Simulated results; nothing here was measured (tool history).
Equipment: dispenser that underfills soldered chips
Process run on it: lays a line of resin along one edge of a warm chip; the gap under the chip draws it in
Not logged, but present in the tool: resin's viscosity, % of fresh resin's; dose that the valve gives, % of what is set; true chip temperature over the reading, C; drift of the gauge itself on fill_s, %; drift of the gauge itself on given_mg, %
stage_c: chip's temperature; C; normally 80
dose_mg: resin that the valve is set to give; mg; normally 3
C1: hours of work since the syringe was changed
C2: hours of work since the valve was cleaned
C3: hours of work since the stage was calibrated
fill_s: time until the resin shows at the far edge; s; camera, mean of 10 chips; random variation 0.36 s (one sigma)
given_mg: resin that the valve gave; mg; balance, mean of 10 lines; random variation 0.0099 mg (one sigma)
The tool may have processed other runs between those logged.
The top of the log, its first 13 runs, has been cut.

-- hour=152.8 new syringe of resin
run 14 hour=162.2 | stage_c=80 dose_mg=3 | C1=7 C2=28 C3=198 | fill_s=26.5 given_mg=2.918
-- hour=164.5 new syringe of resin
run 15 hour=173.8 | stage_c=80 dose_mg=3 | C1=7 C2=36 C3=206 | fill_s=26.3 given_mg=2.914
-- hour=176.1 new syringe of resin
-- hour=187.5 new syringe of resin
run 16 hour=188.5 | stage_c=80 dose_mg=3 | C1=1 C2=47 C3=217 | fill_s=21.5 given_mg=2.877
run 17 hour=195.4 | stage_c=80 dose_mg=3 | C1=6 C2=52 C3=222 | fill_s=26.6 given_mg=2.879
-- hour=199 new syringe of resin
run 18 hour=206.9 | stage_c=80 dose_mg=3 | C1=6 C2=60 C3=230 | fill_s=26 given_mg=2.841
-- hour=210.9 new syringe of resin
run 19 hour=218 | stage_c=80 dose_mg=3 | C1=5 C2=68 C3=238 | fill_s=26.2 given_mg=2.827
-- hour=220.9 dispensing valve cleaned and set on the balance
-- hour=223.9 new syringe of resin
run 20 hour=231.4 | stage_c=93 dose_mg=2.57 | C1=6 C2=8 C3=247 | fill_s=15.5 given_mg=2.551
-- hour=235.3 new syringe of resin
run 21 hour=241.7 | stage_c=81 dose_mg=3.65 | C1=5 C2=15 C3=255 | fill_s=22.8 given_mg=3.602
-- hour=247.3 new syringe of resin
run 22 hour=253.8 | stage_c=81 dose_mg=3.65 | C1=5 C2=24 C3=264 | fill_s=22.6 given_mg=3.588
-- hour=259.7 new syringe of resin
run 23 hour=265 | stage_c=80 dose_mg=3.87 | C1=4 C2=32 C3=272 | fill_s=23.7 given_mg=3.783
-- hour=271.1 new syringe of resin
run 24 hour=278.5 | stage_c=81 dose_mg=3.06 | C1=5 C2=42 C3=282 | fill_s=25.3 given_mg=2.96
-- hour=283.3 new syringe of resin
run 25 hour=290.9 | stage_c=75 dose_mg=2.51 | C1=6 C2=51 C3=291 | fill_s=35.1 given_mg=2.432
-- hour=295.9 new syringe of resin
run 26 hour=301.5 | stage_c=80 dose_mg=3 | C1=4 C2=59 C3=298 | fill_s=25.7 given_mg=2.87
-- hour=307.6 new syringe of resin
run 27 hour=314.4 | stage_c=80 dose_mg=3 | C1=5 C2=68 C3=308 | fill_s=26.1 given_mg=2.847
-- hour=317.8 dispensing valve cleaned and set on the balance
-- hour=320.6 new syringe of resin
run 28 hour=326.5 | stage_c=81 dose_mg=3.58 | C1=4 C2=6 C3=316 | fill_s=23 given_mg=3.567
-- hour=332.9 new syringe of resin
run 29 hour=334.6 | stage_c=80 dose_mg=3.89 | C1=1 C2=12 C3=322 | fill_s=22.3 given_mg=3.88
run 30 hour=342.1 | stage_c=80 dose_mg=3.89 | C1=7 C2=18 C3=327 | fill_s=26.3 given_mg=3.835
-- hour=344.9 new syringe of resin
run 31 hour=354.4 | stage_c=88 dose_mg=3.7 | C1=7 C2=27 C3=336 | fill_s=19.6 given_mg=3.626
-- hour=356.7 new syringe of resin
run 32 hour=364.7 | stage_c=67 dose_mg=3 | C1=6 C2=34 C3=344 | fill_s=49.8 given_mg=2.924
-- hour=368.2 new syringe of resin
run 33 hour=376.7 | stage_c=72 dose_mg=2.83 | C1=6 C2=43 C3=353 | fill_s=40.4 given_mg=2.744
-- hour=380.1 new syringe of resin
run 34 hour=391 | stage_c=72 dose_mg=2.83 | C1=8 C2=54 C3=363 | fill_s=44.1 given_mg=2.726
-- hour=392.1 new syringe of resin
run 35 hour=400 | stage_c=66 dose_mg=3.87 | C1=6 C2=60 C3=370 | fill_s=51.9 given_mg=3.674

Branching from run 35: 3 alternative next runs. What would each branch give?
-- hour=403.6 new syringe of resin
run A hour=408.6 | stage_c=66 dose_mg=3.9 | C1=4 C2=66 C3=376 | fill_s=? given_mg=?
-- hour=403.6 new syringe of resin
run B hour=408.6 | stage_c=80 dose_mg=3.19 | C1=4 C2=66 C3=376 | fill_s=? given_mg=?
-- hour=403.6 new syringe of resin
run C hour=408.6 | stage_c=66 dose_mg=2.67 | C1=4 C2=66 C3=376 | fill_s=? given_mg=?

run=A fill_s=47.4 given_mg=3.685
run=B fill_s=25.5 given_mg=3.016
run=C fill_s=50.6 given_mg=2.527
Take away the tool's hidden state, keep each run's random variation, and the runs would have read:
run=A fill_s=37.7 given_mg=3.89
run=B fill_s=20.2 given_mg=3.184
run=C fill_s=39.6 given_mg=2.667

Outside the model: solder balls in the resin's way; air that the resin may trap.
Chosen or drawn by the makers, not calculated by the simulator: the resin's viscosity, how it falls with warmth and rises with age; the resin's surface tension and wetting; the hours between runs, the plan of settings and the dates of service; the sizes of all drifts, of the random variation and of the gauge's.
